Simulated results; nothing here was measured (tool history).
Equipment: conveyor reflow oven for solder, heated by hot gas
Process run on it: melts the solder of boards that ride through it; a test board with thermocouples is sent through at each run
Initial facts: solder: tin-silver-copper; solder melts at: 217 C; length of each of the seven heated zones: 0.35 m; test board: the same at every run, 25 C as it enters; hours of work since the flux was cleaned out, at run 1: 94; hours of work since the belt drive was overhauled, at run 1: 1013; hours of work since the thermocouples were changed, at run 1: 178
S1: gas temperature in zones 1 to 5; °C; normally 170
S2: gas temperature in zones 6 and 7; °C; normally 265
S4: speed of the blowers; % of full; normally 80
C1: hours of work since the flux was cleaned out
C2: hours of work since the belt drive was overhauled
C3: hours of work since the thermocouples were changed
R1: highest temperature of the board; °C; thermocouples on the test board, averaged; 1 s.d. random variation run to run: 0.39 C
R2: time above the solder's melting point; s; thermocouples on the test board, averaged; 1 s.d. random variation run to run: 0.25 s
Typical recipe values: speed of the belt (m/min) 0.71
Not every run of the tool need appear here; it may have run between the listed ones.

run 1 hour=0 | S1=170 S2=265 speed_of_the_belt_(m/min)=0.71 S4=80 | C1=94 C2=1013 C3=178 | R1=255.1 R2=48
run 2 hour=34.6 | S1=170 S2=265 speed_of_the_belt_(m/min)=0.71 S4=80 | C1=114 C2=1033 C3=198 | R1=255.4 R2=47.7
run 3 hour=82 | S1=170 S2=265 speed_of_the_belt_(m/min)=0.71 S4=80 | C1=142 C2=1060 C3=226 | R1=253.9 R2=47.9
-- hour=91.3 belt drive overhauled, speed set with a stopwatch
run 4 hour=110.8 | S1=170 S2=265 speed_of_the_belt_(m/min)=0.71 S4=80 | C1=156 C2=11 C3=240 | R1=253.6 R2=46.1
run 5 hour=141.2 | S1=170 S2=277 speed_of_the_belt_(m/min)=0.71 S4=80 | C1=173 C2=29 C3=258 | R1=265.1 R2=50.1
run 6 hour=177.4 | S1=170 S2=277 speed_of_the_belt_(m/min)=0.71 S4=80 | C1=194 C2=50 C3=278 | R1=265.6 R2=50.5
run 7 hour=214.7 | S1=170 S2=277 speed_of_the_belt_(m/min)=0.71 S4=80 | C1=216 C2=71 C3=300 | R1=265.4 R2=49.8
run 8 hour=265.7 | S1=170 S2=277 speed_of_the_belt_(m/min)=0.71 S4=80 | C1=245 C2=101 C3=329 | R1=264.4 R2=50.6
run 9 hour=301.9 | S1=170 S2=277 speed_of_the_belt_(m/min)=0.71 S4=80 | C1=266 C2=122 C3=350 | R1=264.3 R2=50.2
run 10 hour=329.4 | S1=170 S2=277 speed_of_the_belt_(m/min)=0.71 S4=80 | C1=282 C2=137 C3=366 | R1=264.1 R2=49.7
-- hour=339.9 flux residue cleaned out of gas plates and filters
run 11 hour=373.8 | S1=170 S2=265 speed_of_the_belt_(m/min)=0.71 S4=80 | C1=20 C2=160 C3=389 | R1=251.7 R2=43.6
run 12 hour=405.1 | S1=170 S2=265 speed_of_the_belt_(m/min)=0.71 S4=80 | C1=38 C2=178 C3=407 | R1=251.2 R2=43.8
run 13 hour=430.5 | S1=170 S2=265 speed_of_the_belt_(m/min)=0.71 S4=80 | C1=52 C2=193 C3=422 | R1=251.7 R2=43.5
run 14 hour=457.1 | S1=170 S2=255 speed_of_the_belt_(m/min)=0.71 S4=80 | C1=68 C2=208 C3=437 | R1=241.7 R2=38.2
run 15 hour=507.2 | S1=169 S2=255 speed_of_the_belt_(m/min)=0.71 S4=80 | C1=97 C2=237 C3=466 | R1=241.6 R2=37.2
run 16 hour=531.9 | S1=169 S2=255 speed_of_the_belt_(m/min)=0.71 S4=80 | C1=111 C2=251 C3=480 | R1=241.7 R2=37.6
run 17 hour=558.7 | S1=179 S2=265 speed_of_the_belt_(m/min)=0.606 S4=80 | C1=126 C2=267 C3=496 | R1=255.6 R2=58.3
run 18 hour=597.7 | S1=179 S2=265 speed_of_the_belt_(m/min)=0.606 S4=80 | C1=149 C2=289 C3=518 | R1=254.9 R2=58.1
-- hour=610.3 flux residue cleaned out of gas plates and filters, once more
run 19 hour=661.4 | S1=179 S2=265 speed_of_the_belt_(m/min)=0.606 S4=80 | C1=30 C2=323 C3=552 | R1=258.7 R2=60
run 20 hour=700 | S1=177 S2=275 speed_of_the_belt_(m/min)=0.848 S4=83 | C1=52 C2=346 C3=574 | R1=261.2 R2=42.2
run 21 hour=746.3 | S1=177 S2=275 speed_of_the_belt_(m/min)=0.848 S4=83 | C1=79 C2=372 C3=601 | R1=260.4 R2=42
-- hour=776.6 thermocouples of zones 6 and 7 changed
run 22 hour=807.4 | S1=177 S2=275 speed_of_the_belt_(m/min)=0.848 S4=83 | C1=113 C2=406 C3=18 | R1=260.8 R2=42.1
run 23 hour=837.8 | S1=177 S2=253 speed_of_the_belt_(m/min)=0.806 S4=83 | C1=130 C2=424 C3=35 | R1=241.9 R2=36.1
run 24 hour=878.5 | S1=177 S2=253 speed_of_the_belt_(m/min)=0.578 S4=62 | C1=154 C2=447 C3=59 | R1=245.7 R2=54.7
run 25 hour=928.1 | S1=179 S2=260 speed_of_the_belt_(m/min)=0.786 S4=78 | C1=182 C2=476 C3=87 | R1=248.2 R2=41.1
run 26 hour=969.2 | S1=179 S2=260 speed_of_the_belt_(m/min)=0.786 S4=78 | C1=206 C2=500 C3=111 | R1=248.3 R2=40.6
run 27 hour=1010.2 | S1=171 S2=257 speed_of_the_belt_(m/min)=0.727 S4=52 | C1=230 C2=524 C3=135 | R1=239.9 R2=34.6
run 28 hour=1063.1 | S1=166 S2=261 speed_of_the_belt_(m/min)=0.671 S4=55 | C1=260 C2=554 C3=165 | R1=245.5 R2=41.4
run 29 hour=1098.2 | S1=166 S2=261 speed_of_the_belt_(m/min)=0.671 S4=55 | C1=280 C2=574 C3=186 | R1=245.4 R2=41.7
run 30 hour=1138 | S1=166 S2=264 speed_of_the_belt_(m/min)=0.834 S4=55 | C1=303 C2=597 C3=209 | R1=240.4 R2=28.2

3 ways to go on from here, each from the tool as it stands after run 30. What would each give?
run A hour=1177.5 | S1=170 S2=257 speed_of_the_belt_(m/min)=0.71 S4=80 | C1=326 C2=620 C3=231 | R1=? R2=?
run B hour=1177.5 | S1=170 S2=264 speed_of_the_belt_(m/min)=0.608 S4=77 | C1=326 C2=620 C3=231 | R1=? R2=?
run C hour=1177.5 | S1=170 S2=270 speed_of_the_belt_(m/min)=0.799 S4=68 | C1=326 C2=620 C3=231 | R1=? R2=?

run=A R1=246.3 R2=41.5
run=B R1=255.3 R2=56
run=C R1=251.1 R2=38.6
Without the tool's hidden state the same runs would have given:
run=A R1=248.5 R2=42.7
run=B R1=257.2 R2=56.4
run=C R1=253.6 R2=39.5

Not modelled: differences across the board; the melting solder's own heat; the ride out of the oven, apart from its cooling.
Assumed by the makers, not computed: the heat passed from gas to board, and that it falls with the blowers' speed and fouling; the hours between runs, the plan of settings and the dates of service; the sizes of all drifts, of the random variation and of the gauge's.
